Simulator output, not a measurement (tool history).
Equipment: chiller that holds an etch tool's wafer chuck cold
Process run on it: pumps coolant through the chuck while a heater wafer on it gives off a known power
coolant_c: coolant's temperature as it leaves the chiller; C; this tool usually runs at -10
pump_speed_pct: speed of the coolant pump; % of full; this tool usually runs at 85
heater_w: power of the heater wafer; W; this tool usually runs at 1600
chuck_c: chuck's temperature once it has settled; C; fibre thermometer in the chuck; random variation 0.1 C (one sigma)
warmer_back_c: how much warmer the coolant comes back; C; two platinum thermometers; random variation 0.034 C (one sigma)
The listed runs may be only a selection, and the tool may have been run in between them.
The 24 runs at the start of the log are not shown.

{"run": 25, "hour": 725.2, "coolant_c": -2, "pump_speed_pct": 67, "heater_w": 1597, "chuck_c": 15.8, "warmer_back_c": 6.58}
{"run": 26, "hour": 743.5, "coolant_c": -19, "pump_speed_pct": 75, "heater_w": 2230, "chuck_c": 4.5, "warmer_back_c": 8.1}
{"run": 27, "hour": 764.4, "coolant_c": -12, "pump_speed_pct": 62, "heater_w": 1996, "chuck_c": 11.6, "warmer_back_c": 8.98}
{"run": 28, "hour": 790.2, "coolant_c": -12, "pump_speed_pct": 62, "heater_w": 1996, "chuck_c": 11.9, "warmer_back_c": 8.97}
{"run": 29, "hour": 825.8, "coolant_c": -10, "pump_speed_pct": 74, "heater_w": 1805, "chuck_c": 9, "warmer_back_c": 6.7}
{"run": 30, "hour": 867.2, "coolant_c": -10, "pump_speed_pct": 74, "heater_w": 1805, "chuck_c": 9, "warmer_back_c": 6.67}
{"run": 31, "hour": 898.3, "coolant_c": -10, "pump_speed_pct": 78, "heater_w": 2020, "chuck_c": 10.7, "warmer_back_c": 7.15}
{"run": 32, "hour": 930.1, "coolant_c": -11, "pump_speed_pct": 77, "heater_w": 1600, "chuck_c": 5.4, "warmer_back_c": 5.76}

Here are 3 independent what-if runs from the current tool condition. What would each one return?
{"run": "A", "hour": 959.2, "coolant_c": -13, "pump_speed_pct": 80, "heater_w": 1600, "chuck_c": "?", "warmer_back_c": "?"}
{"run": "B", "hour": 959.2, "coolant_c": -15, "pump_speed_pct": 66, "heater_w": 1600, "chuck_c": "?", "warmer_back_c": "?"}
{"run": "C", "hour": 959.2, "coolant_c": -9, "pump_speed_pct": 70, "heater_w": 1040, "chuck_c": "?", "warmer_back_c": "?"}

run=A chuck_c=2.8 warmer_back_c=5.51
run=B chuck_c=3.2 warmer_back_c=6.72
run=C chuck_c=2.1 warmer_back_c=4.11
With no hidden state in the tool, these same runs would have given:
run=A chuck_c=2.1 warmer_back_c=5.35
run=B chuck_c=2.3 warmer_back_c=6.53
run=C chuck_c=1.8 warmer_back_c=4
